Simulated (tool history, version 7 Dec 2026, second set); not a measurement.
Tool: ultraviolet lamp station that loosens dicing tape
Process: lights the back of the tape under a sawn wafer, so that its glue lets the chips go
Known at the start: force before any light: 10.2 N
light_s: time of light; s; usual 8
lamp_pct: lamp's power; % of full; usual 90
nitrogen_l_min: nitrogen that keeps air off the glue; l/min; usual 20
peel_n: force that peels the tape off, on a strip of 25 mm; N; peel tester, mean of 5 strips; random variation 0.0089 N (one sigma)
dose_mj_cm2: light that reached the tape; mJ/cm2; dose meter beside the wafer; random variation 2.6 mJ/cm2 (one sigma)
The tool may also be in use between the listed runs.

Run 1, hour 0.0: usual settings. Result: peel_n 0.509 N, dose_mj_cm2 286 mJ/cm2.
Run 2, hour 5.4: usual settings. Result: peel_n 0.518 N, dose_mj_cm2 288 mJ/cm2.
Run 3, hour 12.3: usual settings. Result: peel_n 0.511 N, dose_mj_cm2 286 mJ/cm2.
Run 4, hour 19.6: usual settings. Result: peel_n 0.494 N, dose_mj_cm2 284 mJ/cm2.
Run 5, hour 27.2: usual settings. Result: peel_n 0.516 N, dose_mj_cm2 282 mJ/cm2.
Run 6, hour 34.6: usual settings. Result: peel_n 0.516 N, dose_mj_cm2 285 mJ/cm2.
Run 7, hour 42.9: usual settings. Result: peel_n 0.519 N, dose_mj_cm2 279 mJ/cm2.
Run 8, hour 50.5: usual settings. Result: peel_n 0.493 N, dose_mj_cm2 279 mJ/cm2.
Run 9, hour 58.3: usual settings. Result: peel_n 0.509 N, dose_mj_cm2 280 mJ/cm2.
Run 10, hour 68.2: usual settings. Result: peel_n 0.529 N, dose_mj_cm2 282 mJ/cm2.
Run 11, hour 75.6: usual settings. Result: peel_n 0.555 N, dose_mj_cm2 272 mJ/cm2.
Run 12, hour 80.0: usual settings. Result: peel_n 0.558 N, dose_mj_cm2 270 mJ/cm2.
Run 13, hour 88.0: usual settings but light_s 7 s. Result: peel_n 0.667 N, dose_mj_cm2 252 mJ/cm2.
Run 14, hour 96.6: usual settings but light_s 12 s. Result: peel_n 0.258 N, dose_mj_cm2 425 mJ/cm2.
Run 15, hour 102.0: usual settings but nitrogen_l_min 14 l/min. Result: peel_n 0.622 N, dose_mj_cm2 282 mJ/cm2.
Run 16, hour 111.2: usual settings but nitrogen_l_min 14 l/min. Result: peel_n 0.633 N, dose_mj_cm2 279 mJ/cm2.
Run 17, hour 120.9: usual settings but lamp_pct 68 % of full, nitrogen_l_min 14 l/min. Result: peel_n 1.121 N, dose_mj_cm2 210 mJ/cm2.
Run 18, hour 130.4: usual settings but light_s 16 s. Result: peel_n 0.208 N, dose_mj_cm2 566 mJ/cm2.
Run 19, hour 136.9: usual settings but light_s 7 s, lamp_pct 70 % of full, nitrogen_l_min 8 l/min. Result: peel_n 1.858 N, dose_mj_cm2 192 mJ/cm2.
Run 20, hour 144.6: usual settings but light_s 7 s, lamp_pct 70 % of full, nitrogen_l_min 8 l/min. Result: peel_n 1.862 N, dose_mj_cm2 189 mJ/cm2.
Run 21, hour 149.3: usual settings but light_s 12 s, lamp_pct 78 % of full, nitrogen_l_min 30 l/min. Result: peel_n 0.286 N, dose_mj_cm2 359 mJ/cm2.
Run 22, hour 153.7: usual settings but light_s 15 s, lamp_pct 97 % of full, nitrogen_l_min 30 l/min. Result: peel_n 0.201 N, dose_mj_cm2 552 mJ/cm2.
Run 23, hour 160.2: usual settings but lamp_pct 95 % of full. Result: peel_n 0.468 N, dose_mj_cm2 293 mJ/cm2.
Run 24, hour 169.4: usual settings but light_s 15 s, lamp_pct 87 % of full, nitrogen_l_min 39 l/min. Result: peel_n 0.219 N, dose_mj_cm2 500 mJ/cm2.
Run 25, hour 177.8: usual settings but light_s 11 s, nitrogen_l_min 8 l/min. Result: peel_n 0.490 N, dose_mj_cm2 375 mJ/cm2.
Run 26, hour 183.8: usual settings but light_s 11 s, nitrogen_l_min 8 l/min. Result: peel_n 0.488 N, dose_mj_cm2 377 mJ/cm2.
Run 27, hour 193.7: usual settings but nitrogen_l_min 16 l/min. Result: peel_n 0.637 N, dose_mj_cm2 271 mJ/cm2.
Run 28, hour 200.4: usual settings but light_s 5 s, lamp_pct 74 % of full, nitrogen_l_min 19 l/min. Result: peel_n 2.027 N, dose_mj_cm2 140 mJ/cm2.
Run 29, hour 209.6: usual settings but light_s 5 s, lamp_pct 74 % of full, nitrogen_l_min 8 l/min. Result: peel_n 2.853 N, dose_mj_cm2 138 mJ/cm2.
Run 30, hour 216.7: usual settings but lamp_pct 73 % of full, nitrogen_l_min 17 l/min. Result: peel_n 0.973 N, dose_mj_cm2 217 mJ/cm2.
Run 31, hour 224.5: usual settings but light_s 4 s. Result: peel_n 2.232 N, dose_mj_cm2 133 mJ/cm2.
Run 32, hour 229.4: usual settings but light_s 4 s. Result: peel_n 2.083 N, dose_mj_cm2 133 mJ/cm2.
Run 33, hour 236.6: usual settings but light_s 4 s, lamp_pct 97 % of full, nitrogen_l_min 12 l/min. Result: peel_n 2.382 N, dose_mj_cm2 143 mJ/cm2.
Run 34, hour 244.6: usual settings but light_s 5 s, lamp_pct 81 % of full, nitrogen_l_min 12 l/min. Result: peel_n 2.181 N, dose_mj_cm2 151 mJ/cm2.
Run 35, hour 249.2: usual settings but light_s 5 s, lamp_pct 81 % of full, nitrogen_l_min 12 l/min. Result: peel_n 2.230 N, dose_mj_cm2 147 mJ/cm2.
Run 36, hour 255.4: usual settings but light_s 7 s, nitrogen_l_min 13 l/min. Result: peel_n 0.980 N, dose_mj_cm2 232 mJ/cm2.

Taken out of this log: 2 entries between the listed runs. Where each belongs, and how the hidden state differs across it:
Between runs 10 and 11: window cleaned of glue's vapour (hour 69.2)
  lamp's light, % of a new lamp's: 85.3 -> 85.1; light that the window lets through, % of a clean one's: 97.3 -> 95.5
  measured less the result without the state, peel_n: +0.166 -> +0.189 N; dose_mj_cm2: -57 -> -63 mJ/cm2
Between runs 12 and 13: window cleaned of glue's vapour, once more (hour 84.1)
  lamp's light, % of a new lamp's: 84.9 -> 84.6; light that the window lets through, % of a clean one's: 95.5 -> 100
  measured less the result without the state, peel_n: +0.192 -> +0.199 N; dose_mj_cm2: -64 -> -46 mJ/cm2
